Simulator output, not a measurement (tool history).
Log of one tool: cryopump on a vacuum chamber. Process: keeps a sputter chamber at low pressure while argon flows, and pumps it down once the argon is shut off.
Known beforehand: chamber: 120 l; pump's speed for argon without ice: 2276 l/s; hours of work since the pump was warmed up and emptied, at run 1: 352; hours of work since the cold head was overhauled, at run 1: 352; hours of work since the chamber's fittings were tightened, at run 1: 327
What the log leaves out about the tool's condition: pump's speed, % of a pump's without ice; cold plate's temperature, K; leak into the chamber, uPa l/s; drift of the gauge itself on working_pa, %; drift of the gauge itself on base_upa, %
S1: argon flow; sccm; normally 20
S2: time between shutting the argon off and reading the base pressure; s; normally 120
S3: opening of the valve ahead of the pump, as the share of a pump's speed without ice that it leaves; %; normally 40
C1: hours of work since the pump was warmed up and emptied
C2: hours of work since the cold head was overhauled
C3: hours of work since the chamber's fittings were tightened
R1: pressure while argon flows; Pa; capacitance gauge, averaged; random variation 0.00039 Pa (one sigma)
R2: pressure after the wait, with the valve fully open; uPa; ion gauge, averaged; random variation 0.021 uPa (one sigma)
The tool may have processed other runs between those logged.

Run 1, day 0.000: usual settings; C1 352; C2 352; C3 327. Result: R1 0.0397 Pa, R2 0.55 uPa.
Run 2, day 0.883: usual settings but S3 29 %; C1 367; C2 367; C3 341. Result: R1 0.0540 Pa, R2 0.59 uPa.
Run 3, day 1.500: usual settings but S3 29 %; C1 377; C2 377; C3 352. Result: R1 0.0529 Pa, R2 0.58 uPa.
Run 4, day 2.517: usual settings but S3 21 %; C1 394; C2 394; C3 369. Result: R1 0.0734 Pa, R2 0.54 uPa.
Run 5, day 3.604: usual settings but S2 220 s; C1 412; C2 412; C3 387. Result: R1 0.0402 Pa, R2 0.43 uPa.
Run 6, day 4.283: usual settings but S2 220 s; C1 423; C2 423; C3 398. Result: R1 0.0400 Pa, R2 0.43 uPa.
Run 7, day 5.512: usual settings but S2 132 s; C1 444; C2 444; C3 419. Result: R1 0.0402 Pa, R2 0.53 uPa.
Run 8, day 6.762: usual settings but S2 132 s; C1 465; C2 465; C3 439. Result: R1 0.0405 Pa, R2 0.55 uPa.
Run 9, day 7.562: usual settings but S1 36 sccm, S2 132 s; C1 478; C2 478; C3 453. Result: R1 0.0732 Pa, R2 0.57 uPa.
Run 10, day 8.192: usual settings but S3 22 %; C1 488; C2 488; C3 463. Result: R1 0.0718 Pa, R2 0.57 uPa.
Run 11, day 8.721: usual settings but S1 9 sccm, S2 112 s, S3 26 %; C1 497; C2 497; C3 472. Result: R1 0.0272 Pa, R2 0.63 uPa.
Run 12, day 10.033: usual settings but S1 33 sccm, S2 123 s; C1 519; C2 519; C3 494. Result: R1 0.0685 Pa, R2 0.60 uPa.
At day 10.550: pump warmed up, emptied and cooled again.
Run 13, day 11.417: usual settings but S1 33 sccm, S2 123 s; C1 14; C2 539; C3 513. Result: R1 0.0606 Pa, R2 0.57 uPa.

Hidden state at the last listed run before each entry between runs and at the first one after, where it differs:
After run 12, before run 13: pump warmed up, emptied and cooled again (day 10.550)
  pump's speed, % of a pump's without ice: 80 -> 99.1; cold plate's temperature, K: 12.36 -> 12.37; leak into the chamber, uPa l/s: 465 -> 471
  the result without the hidden state subtracted from the measured one, R1: +0.0064 -> +0.0004 Pa; R2: +0.13 -> +0.07 uPa
